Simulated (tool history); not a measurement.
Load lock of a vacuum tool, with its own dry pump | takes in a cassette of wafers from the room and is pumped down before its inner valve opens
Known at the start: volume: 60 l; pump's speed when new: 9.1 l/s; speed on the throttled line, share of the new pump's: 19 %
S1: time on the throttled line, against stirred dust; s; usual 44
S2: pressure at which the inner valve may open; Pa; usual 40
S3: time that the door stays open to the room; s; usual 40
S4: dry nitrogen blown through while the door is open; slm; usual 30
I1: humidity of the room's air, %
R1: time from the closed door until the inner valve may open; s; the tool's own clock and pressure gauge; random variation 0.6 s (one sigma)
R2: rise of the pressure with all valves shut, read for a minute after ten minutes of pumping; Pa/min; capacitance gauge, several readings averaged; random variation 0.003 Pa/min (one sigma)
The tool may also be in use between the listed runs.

run	day	S1	S2	S3	S4	I1	R1	R2
1	0	44	40	40	30	44.5	87.8	0.196
2	4.446	44	40	40	8	45	88.7	0.212
3	8.712	44	40	132	30	45.2	89.4	0.227
4	12.308	44	40	40	11	43.2	88.9	0.219
5	17.283	44	40	40	11	47.1	88.8	0.223
6	22.292	44	40	40	30	41.9	89.8	0.223
7	25.954	44	40	52	30	44.8	90	0.225
8	28.579	44	40	40	30	42.5	89.6	0.234
9	31.008	44	46	40	30	50.3	89	0.234
10	35.642	44	40	40	35	46.1	89.3	0.236
11	39.488	44	40	40	30	45.5	89	0.233
12	43.212	44	51	70	30	42	88	0.24
13	48.275	44	63	40	9	44.8	87.2	0.254
14	50.604	44	40	40	27	43.2	90.3	0.256
15	53.9	44	40	40	9	44.3	89.8	0.259
16	59.112	44	40	40	9	46.9	89.8	0.266
17	63.133	44	40	40	9	44.3	90.9	0.266
18	65.458	44	31	32	30	44.2	91.8	0.261
19	68.575	28	58	181	17	47.1	74.6	0.307
20	71.038	28	58	181	33	44.5	75.4	0.291
21	74.129	46	40	40	30	44.1	92.3	0.271
22	77.575	29	40	40	25	44.6	79.3	0.278

Forecast each of these 3 alternatives for the next run:
A	81.267	44	40	40	44	44	?	?
B	81.267	29	46	173	30	45	?	?
C	81.267	87	80	40	26	43.1	?	?

run	R1	R2
A	90.3	0.275
B	76.7	0.308
C	119.2	0.283
Without the tool's hidden state the same runs would have given:
run	R1	R2
A	87.5	0.008
B	73.7	0.039
C	117.3	0.014

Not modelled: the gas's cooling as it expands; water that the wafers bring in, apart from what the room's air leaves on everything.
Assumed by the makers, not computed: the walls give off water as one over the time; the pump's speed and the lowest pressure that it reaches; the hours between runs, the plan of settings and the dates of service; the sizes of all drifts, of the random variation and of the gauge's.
